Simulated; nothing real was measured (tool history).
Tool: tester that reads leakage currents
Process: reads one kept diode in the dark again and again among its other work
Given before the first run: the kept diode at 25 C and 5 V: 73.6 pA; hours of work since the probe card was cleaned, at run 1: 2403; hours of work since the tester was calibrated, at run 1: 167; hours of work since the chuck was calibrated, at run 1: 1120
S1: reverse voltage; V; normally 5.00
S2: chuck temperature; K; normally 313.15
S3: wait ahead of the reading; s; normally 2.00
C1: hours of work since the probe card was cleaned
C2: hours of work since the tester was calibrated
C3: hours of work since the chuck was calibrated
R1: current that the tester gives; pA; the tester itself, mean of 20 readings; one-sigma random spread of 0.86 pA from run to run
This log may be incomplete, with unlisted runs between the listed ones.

Run 1, hour 0.0: usual settings; C1 2403; C2 167; C3 1120. Result: R1 324.38 pA.
Run 2, hour 28.7: usual settings; C1 2425; C2 189; C3 1142. Result: R1 327.61 pA.
Run 3, hour 50.1: usual settings but S1 7.32 V; C1 2442; C2 206; C3 1158. Result: R1 395.32 pA.
Run 4, hour 95.6: usual settings but S1 7.32 V; C1 2477; C2 241; C3 1194. Result: R1 394.84 pA.
Run 5, hour 143.5: usual settings but S1 7.32 V; C1 2514; C2 278; C3 1231. Result: R1 396.45 pA.
Run 6, hour 175.5: usual settings but S1 7.32 V; C1 2539; C2 303; C3 1255. Result: R1 399.15 pA.
Run 7, hour 200.0: usual settings but S1 7.32 V; C1 2558; C2 322; C3 1274. Result: R1 398.51 pA.
Run 8, hour 240.4: usual settings but S1 7.32 V; C1 2589; C2 353; C3 1306. Result: R1 401.63 pA.
Run 9, hour 284.7: usual settings; C1 2623; C2 387; C3 1340. Result: R1 333.38 pA.
Run 10, hour 316.8: usual settings but S3 5.67 s; C1 2648; C2 412; C3 1365. Result: R1 332.54 pA.
Run 11, hour 356.8: usual settings; C1 2679; C2 443; C3 1396. Result: R1 335.01 pA.
Run 12, hour 404.1: usual settings; C1 2716; C2 480; C3 1432. Result: R1 335.33 pA.
Run 13, hour 427.6: usual settings; C1 2734; C2 498; C3 1451. Result: R1 334.89 pA.
Run 14, hour 473.0: usual settings but S1 4.19 V; C1 2769; C2 533; C3 1486. Result: R1 307.72 pA.
Run 15, hour 501.9: usual settings but S1 4.19 V; C1 2792; C2 555; C3 1508. Result: R1 310.50 pA.
Run 16, hour 531.9: usual settings but S1 4.19 V; C1 2815; C2 579; C3 1531. Result: R1 310.76 pA.
Run 17, hour 555.4: usual settings but S1 4.19 V; C1 2833; C2 597; C3 1549. Result: R1 312.36 pA.
Run 18, hour 594.5: usual settings but S1 4.19 V, S3 0.87 s; C1 2863; C2 627; C3 1580. Result: R1 311.22 pA.
At hour 600.7: chuck's temperature calibrated.
Run 19, hour 631.7: usual settings but S1 4.19 V, S3 0.87 s; C1 2890; C2 654; C3 24. Result: R1 332.89 pA.
Run 20, hour 665.3: usual settings but S1 4.19 V, S3 0.87 s; C1 2916; C2 680; C3 50. Result: R1 335.28 pA.
At hour 685.3: probe card cleaned and baked.
At hour 700.0: chuck's temperature calibrated, once more.
Run 21, hour 707.4: usual settings but S1 3.59 V, S2 305.15 K, S3 1.55 s; C1 16; C2 709; C3 6. Result: R1 118.45 pA.
Run 22, hour 751.3: usual settings but S1 2.10 V, S2 305.15 K, S3 1.45 s; C1 50; C2 743; C3 40. Result: R1 91.77 pA.
Run 23, hour 791.0: usual settings but S1 2.10 V, S2 305.15 K, S3 1.45 s; C1 80; C2 774; C3 70. Result: R1 91.83 pA.
Run 24, hour 818.3: usual settings but S1 2.10 V, S2 305.15 K, S3 1.45 s; C1 101; C2 795; C3 92. Result: R1 92.42 pA.
Run 25, hour 865.1: usual settings but S1 2.10 V, S2 305.15 K, S3 1.45 s; C1 138; C2 831; C3 128. Result: R1 92.65 pA.
Run 26, hour 887.4: usual settings but S1 2.10 V, S3 1.45 s; C1 155; C2 848; C3 145. Result: R1 186.63 pA.
Run 27, hour 920.3: usual settings but S1 1.02 V, S2 311.15 K, S3 0.42 s; C1 180; C2 874; C3 170. Result: R1 112.30 pA.
Run 28, hour 946.9: usual settings but S1 2.68 V, S2 316.15 K, S3 1.09 s; C1 201; C2 895; C3 191. Result: R1 273.76 pA.
Run 29, hour 996.1: usual settings but S1 2.68 V, S2 316.15 K, S3 1.09 s; C1 239; C2 933; C3 229. Result: R1 274.14 pA.
Run 30, hour 1020.4: usual settings but S1 3.43 V, S2 326.15 K, S3 7.69 s; C1 258; C2 951; C3 248. Result: R1 700.07 pA.
Run 31, hour 1058.3: usual settings but S1 13.06 V, S2 310.15 K, S3 0.33 s; C1 287; C2 981; C3 277. Result: R1 364.60 pA.
Run 32, hour 1086.6: usual settings but S1 13.06 V, S2 302.15 K, S3 0.33 s; C1 309; C2 1003; C3 299. Result: R1 183.59 pA.
Run 33, hour 1115.3: usual settings but S1 13.06 V, S2 316.15 K, S3 0.35 s; C1 331; C2 1025; C3 321. Result: R1 604.31 pA.
Run 34, hour 1147.9: usual settings but S1 13.06 V, S2 316.15 K, S3 0.35 s; C1 356; C2 1050; C3 347. Result: R1 607.46 pA.
Run 35, hour 1175.5: usual settings but S1 11.47 V, S2 302.15 K, S3 0.35 s; C1 378; C2 1071; C3 368. Result: R1 172.99 pA.
Run 36, hour 1212.0: usual settings but S2 312.15 K, S3 3.12 s; C1 406; C2 1100; C3 396. Result: R1 269.31 pA.
Run 37, hour 1246.4: usual settings but S1 1.47 V, S2 309.15 K, S3 2.16 s; C1 433; C2 1126; C3 423. Result: R1 114.50 pA.
Run 38, hour 1285.7: usual settings but S1 2.78 V, S2 322.15 K, S3 3.83 s; C1 463; C2 1157; C3 453. Result: R1 469.92 pA.
Run 39, hour 1318.6: usual settings but S1 2.78 V, S2 322.15 K, S3 3.83 s; C1 489; C2 1182; C3 479. Result: R1 471.34 pA.

Take each entry between the runs: how does the hidden state at the last listed run before it differ from the hidden state at the first listed run after it?
After run 18, before run 19: chuck's temperature calibrated (hour 600.7)
  stray current of the dirty probe card, pA a volt: 2.078 -> 2.099; current scale over the true one, %: -0.26 -> -0.27; true chuck temperature over the reading, C: 1.67 -> 2.43
  difference, measured minus the result without the unlogged condition, R1: +48.05 -> +68.59 pA
After run 20, before run 21: probe card cleaned and baked (hour 685.3); chuck's temperature calibrated, once more (hour 700.0)
  stray current of the dirty probe card, pA a volt: 2.118 -> 0.035; current scale over the true one, %: -0.28 -> -0.3; true chuck temperature over the reading, C: 2.46 -> -0.15
  difference, measured minus the result without the unlogged condition, R1: +69.80 -> -1.95 pA
